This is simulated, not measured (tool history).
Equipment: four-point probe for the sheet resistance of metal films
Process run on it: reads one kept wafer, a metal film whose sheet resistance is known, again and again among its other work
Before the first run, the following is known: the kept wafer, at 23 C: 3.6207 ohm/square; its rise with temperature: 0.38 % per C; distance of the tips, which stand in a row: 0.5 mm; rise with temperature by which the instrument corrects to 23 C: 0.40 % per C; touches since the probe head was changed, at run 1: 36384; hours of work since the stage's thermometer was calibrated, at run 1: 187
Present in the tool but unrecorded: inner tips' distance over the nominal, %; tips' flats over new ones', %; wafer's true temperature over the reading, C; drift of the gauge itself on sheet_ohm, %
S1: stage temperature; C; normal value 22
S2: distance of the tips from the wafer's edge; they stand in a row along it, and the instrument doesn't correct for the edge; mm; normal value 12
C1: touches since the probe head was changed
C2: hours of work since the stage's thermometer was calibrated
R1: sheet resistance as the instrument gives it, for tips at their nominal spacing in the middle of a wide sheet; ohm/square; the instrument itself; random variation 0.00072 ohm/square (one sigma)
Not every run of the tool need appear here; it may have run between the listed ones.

run   hour  S1  S2     C1   C2        R1
  1      0  22  12  36384  187  3.663311
  2   14.4  34  12  36946  199   3.65667
  3   25.3  22  27  37374  207  3.658336
  4   32.7  22  27  37664  213  3.660218
  5   39.9  22  27  37947  218   3.65935
      41.1  -- stage's thermometer calibrated
  6   47.1  22  12  38209    5  3.664279
  7   55.2  22  21  38526   11  3.661742
  8   65.1  22  21  38914   19  3.660959
  9   71.9  23  12  39181   24  3.663326
 10   82.6  22  26  39599   32  3.660554
 11   95.9  22  26  40119   43   3.66051
 12  104.3  22  26  40447   49  3.661252
 13  111.2  22  26  40719   55  3.661002
 14  119.8  31   6  41055   61  3.671548
     129.4  -- stage's thermometer calibrated, once more
 15  134.5  28   7  41611    4  3.664501
 16    143  28   7  41945   11  3.665411
 17  155.9  27  65  42449   21  3.656498
 18  166.7  18  74  42870   29  3.661978

Each row is a separate what-if for the run after 18, all from the same tool condition, not one after another. Results?
  A  180.6  18  42  43416  40   ?
  B  180.6  22  11  43416  40   ?
  C  180.6  25   4  43416  40   ?
  D  180.6  25  35  43416  40   ?

run        R1
  A  3.660706
  B  3.663827
  C  3.687627
  D  3.657884
Without the tool's hidden state the same runs would have given:
run        R1
  A  3.622349
  B  3.625422
  C  3.648981
  D  3.619524
